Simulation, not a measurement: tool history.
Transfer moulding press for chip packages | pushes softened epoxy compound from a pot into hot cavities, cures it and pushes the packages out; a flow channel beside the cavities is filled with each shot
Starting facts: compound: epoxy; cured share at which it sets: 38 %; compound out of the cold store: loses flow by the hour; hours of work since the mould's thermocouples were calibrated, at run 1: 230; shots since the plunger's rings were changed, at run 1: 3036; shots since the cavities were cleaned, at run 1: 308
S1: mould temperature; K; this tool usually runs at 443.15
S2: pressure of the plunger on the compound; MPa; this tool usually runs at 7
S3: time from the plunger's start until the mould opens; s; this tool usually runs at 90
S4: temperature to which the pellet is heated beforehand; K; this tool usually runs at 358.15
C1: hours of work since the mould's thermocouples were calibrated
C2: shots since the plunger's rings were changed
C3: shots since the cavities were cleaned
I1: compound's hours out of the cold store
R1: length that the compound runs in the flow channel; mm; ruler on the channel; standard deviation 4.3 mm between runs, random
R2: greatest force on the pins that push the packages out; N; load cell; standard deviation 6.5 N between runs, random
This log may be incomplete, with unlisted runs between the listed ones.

run,day,S1,S2,S3,S4,C1,C2,C3,I1,R1,R2
1,0.000,443.15,7,90,358.15,230,3036,308,47.4,511,338
2,1.229,443.15,7,89,358.15,242,3255,527,16.7,582,405
3,2.367,443.15,7,89,358.15,254,3457,729,15.8,586,441
# day 2.796: cavities cleaned with cleaning compound and waxed
4,3.929,443.15,7,89,358.15,269,3724,202,10.9,597,471
# day 5.083: plunger's sealing rings changed
5,5.196,443.15,7,90,358.15,280,20,409,9.2,647,479
# day 6.129: cavities cleaned with cleaning compound and waxed, once more
6,6.129,443.15,7,90,358.15,289,175,0,15.8,616,277
7,7.125,443.15,7,90,358.15,299,352,177,22.5,596,326
8,8.400,443.15,7,90,358.15,312,579,404,42.1,536,380
9,9.954,443.15,7,90,358.15,327,855,680,34.4,552,416
# day 10.579: cavities cleaned with cleaning compound and waxed
10,10.900,437.15,7,90,358.15,336,1012,57,8.0,644,440
11,11.804,443.15,7,72,358.15,345,1173,218,17.6,600,534
12,12.875,443.15,7,99,358.15,356,1364,409,19.9,595,349
13,13.967,443.15,7,99,358.15,367,1558,603,30.7,560,369

Expected results for the next run?
# day 15.100: cavities cleaned with cleaning compound and waxed
14,15.212,443.15,7,90,358.15,379,1769,20,27.9,?,?

{"run 14": {"R1": 571, "R2": 282}}
With no hidden state in the tool, this same run would have given R1 589 mm, R2 264 N.
